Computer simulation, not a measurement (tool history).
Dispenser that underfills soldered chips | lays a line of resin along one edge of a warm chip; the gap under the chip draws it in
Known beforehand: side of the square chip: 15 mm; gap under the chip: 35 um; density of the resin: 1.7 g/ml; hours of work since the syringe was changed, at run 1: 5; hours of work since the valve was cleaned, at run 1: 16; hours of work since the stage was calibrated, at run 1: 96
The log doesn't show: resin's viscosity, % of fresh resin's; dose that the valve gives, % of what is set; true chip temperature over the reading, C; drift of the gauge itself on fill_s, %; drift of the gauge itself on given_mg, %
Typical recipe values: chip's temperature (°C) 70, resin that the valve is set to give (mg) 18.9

run,hour,chip's temperature (°C),resin that the valve is set to give (mg),hours of work since the syringe was changed,hours of work since the valve was cleaned,hours of work since the stage was calibrated,time until the resin shows at the far edge (s),resin that the valve gave (mg)
1,0,70,18.9,5,16,96,640.6,18.69
# hour 6.8: new syringe of resin
2,6.8,73,18.9,0,20,100,440.4,18.66
3,11.4,73,18.3,3,23,103,501.7,18.16
# hour 21.7: new syringe of resin
4,22.6,70,20,1,29,110,520.3,19.83
5,27.8,70,20,4,32,113,590.5,19.69
# hour 36.2: new syringe of resin
6,38.5,70,18.9,1,39,120,538.2,18.56
7,49.4,70,18.9,8,45,126,724.2,18.38
# hour 51.2: new syringe of resin
8,57.2,70,18.9,4,50,131,606.1,18.42
# hour 65.9: new syringe of resin
9,67.9,70,18.9,1,56,137,544.9,18.43
10,72.3,70,18.9,4,59,140,605.5,18.38
# hour 80.9: new syringe of resin
11,81.6,70,18.9,0,65,145,535.4,18.34
12,90,70,18.9,6,70,151,676.2,18.24
# hour 96.1: new syringe of resin
13,98.3,70,18.4,1,75,155,561.7,17.72
14,107.1,70,20.5,7,80,161,700.4,19.77
# hour 111.6: new syringe of resin
# hour 114.8: dispensing valve cleaned and set on the balance
15,119.2,70,20.5,4,3,167,594.8,20.5
16,124.7,70,18.9,7,6,171,719.7,18.87
# hour 127.8: new syringe of resin
17,134.8,70,18.9,4,12,177,627.8,18.78
18,140.1,63,18.9,8,15,180,1019.2,18.81
# hour 142.5: new syringe of resin
19,145.3,76,23.4,2,18,183,401.4,23.22
20,153.6,76,23.4,7,23,188,512.3,23.16
# hour 157.7: new syringe of resin
21,162.2,78,22,3,28,193,389.7,21.78
22,169.7,63,18.4,7,33,198,1045.9,18.12
# hour 172.6: new syringe of resin
23,175.9,70,18,2,37,201,579.5,17.77
24,183.7,70,18,7,41,206,713.9,17.68
# hour 187.2: new syringe of resin
25,193.6,70,18,4,47,212,621.2,17.65
# hour 202.5: new syringe of resin
26,203.9,81,16.2,1,53,218,330.4,15.75
27,210.9,59,21,5,58,223,1125.8,20.36
# hour 217.3: new syringe of resin
28,221.6,75,24.1,3,64,229,439.1,23.46
29,226.3,75,24.1,6,67,232,506.3,23.44
# hour 231.9: new syringe of resin
30,236.9,75,24.1,3,73,238,451.7,23.42
31,242.3,75,24.1,6,77,241,534,23.19
# hour 246.4: new syringe of resin
32,250.4,65,23.2,2,81,246,726.5,22.4
# hour 255.3: dispensing valve cleaned and set on the balance
33,257.6,71,17.2,6,1,250,663.1,17.18
# hour 262.6: new syringe of resin
34,265.2,71,17.2,2,6,255,549.8,17.14
35,270.2,71,17.2,5,9,258,628.2,17.05

What if the next run were any one of these 4? Each begins from the tool's condition after run 35:
A,275.3,58,18.9,8,12,261,?,?
B,275.3,83,24.4,8,12,261,?,?
C,275.3,72,22.7,8,12,261,?,?
D,275.3,77,18.9,8,12,261,?,?

run,time until the resin shows at the far edge (s),resin that the valve gave (mg)
A,1369.8,18.83
B,384.6,24.15
C,658,22.63
D,527.8,18.81
Without the tool's hidden state the same runs would have given:
run,time until the resin shows at the far edge (s),resin that the valve gave (mg)
A,887.6,18.98
B,252.5,24.34
C,429.8,22.8
D,345.1,18.96
